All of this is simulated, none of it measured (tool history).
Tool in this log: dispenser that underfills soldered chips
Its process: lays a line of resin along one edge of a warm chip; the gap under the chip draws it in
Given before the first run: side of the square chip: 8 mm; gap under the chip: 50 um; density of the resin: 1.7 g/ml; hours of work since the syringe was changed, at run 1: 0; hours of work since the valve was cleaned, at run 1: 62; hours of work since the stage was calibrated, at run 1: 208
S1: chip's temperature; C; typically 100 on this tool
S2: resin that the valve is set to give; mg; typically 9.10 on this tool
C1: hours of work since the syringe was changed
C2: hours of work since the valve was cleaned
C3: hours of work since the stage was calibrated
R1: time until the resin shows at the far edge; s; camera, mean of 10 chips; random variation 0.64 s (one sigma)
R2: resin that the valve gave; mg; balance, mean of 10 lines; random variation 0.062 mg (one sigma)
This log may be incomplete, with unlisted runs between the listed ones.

run   hour   S1     S2  C1   C2   C3     R1     R2
  1    0.0  100   9.10   0   62  208   56.5   8.66
      11.8  -- new syringe of resin
  2   13.0  100   8.07   1   72  218   61.2   7.49
      24.2  -- new syringe of resin
  3   26.2  100   9.10   2   82  229   62.8   8.47
  4   35.6  100   9.10   9   89  236  100.7   8.37
      36.6  -- new syringe of resin
  5   48.3  100   9.10   9   99  246  102.1   8.45
      49.6  -- new syringe of resin
  6   56.3  100   9.10   5  105  252   79.8   8.22
      62.1  -- new syringe of resin
      63.8  -- dispensing valve cleaned and set on the balance
  7   70.6  100   9.10   6    5  262   82.7   8.99
      75.6  -- new syringe of resin
  8   82.5  100  11.23   5   15  271   77.0  11.03
      88.1  -- new syringe of resin
  9   89.6  100   9.10   1   20  277   59.7   8.87
 10   98.5  112   9.10   8   27  284   70.7   8.93
     100.4  -- new syringe of resin
 11  108.3  100   9.10   6   34  291   82.1   8.83
     112.9  -- new syringe of resin
 12  116.6   85   9.10   3   41  297  102.6   8.71
 13  124.5   85   9.10   9   47  304  157.7   8.73
     125.7  -- new syringe of resin
     138.6  -- new syringe of resin
 14  139.4   85   9.10   1   58  315   86.1   8.73
 15  149.5   85   7.96   9   66  323  151.7   7.46
     151.6  -- new syringe of resin
 16  158.3   85   7.96   5   73  330  121.7   7.52
     164.8  -- new syringe of resin
 17  171.2  106   8.89   5   83  340   65.5   8.13
     177.2  -- new syringe of resin
 18  184.4  106   8.89   6   93  350   69.1   8.08
     190.3  -- new syringe of resin
 19  195.2  112  11.54   4  101  358   50.3  10.46
     202.7  -- new syringe of resin
     207.6  -- dispensing valve cleaned and set on the balance
 20  210.2  112  11.54   5    2  369   54.9  11.53
     216.5  -- new syringe of resin
 21  220.4  112  11.54   3   10  377   47.9  11.41

Run 22, settings as shown, results not yet in. Your forecast:
     228.9  -- new syringe of resin
 22  231.3  87  11.11   2  18  385   ?   ?

R1: 85.0 s
R2: 10.87 mg
Minus the tool's unlogged condition, the same run would have read R1 80.2 s, R2 11.08 mg.

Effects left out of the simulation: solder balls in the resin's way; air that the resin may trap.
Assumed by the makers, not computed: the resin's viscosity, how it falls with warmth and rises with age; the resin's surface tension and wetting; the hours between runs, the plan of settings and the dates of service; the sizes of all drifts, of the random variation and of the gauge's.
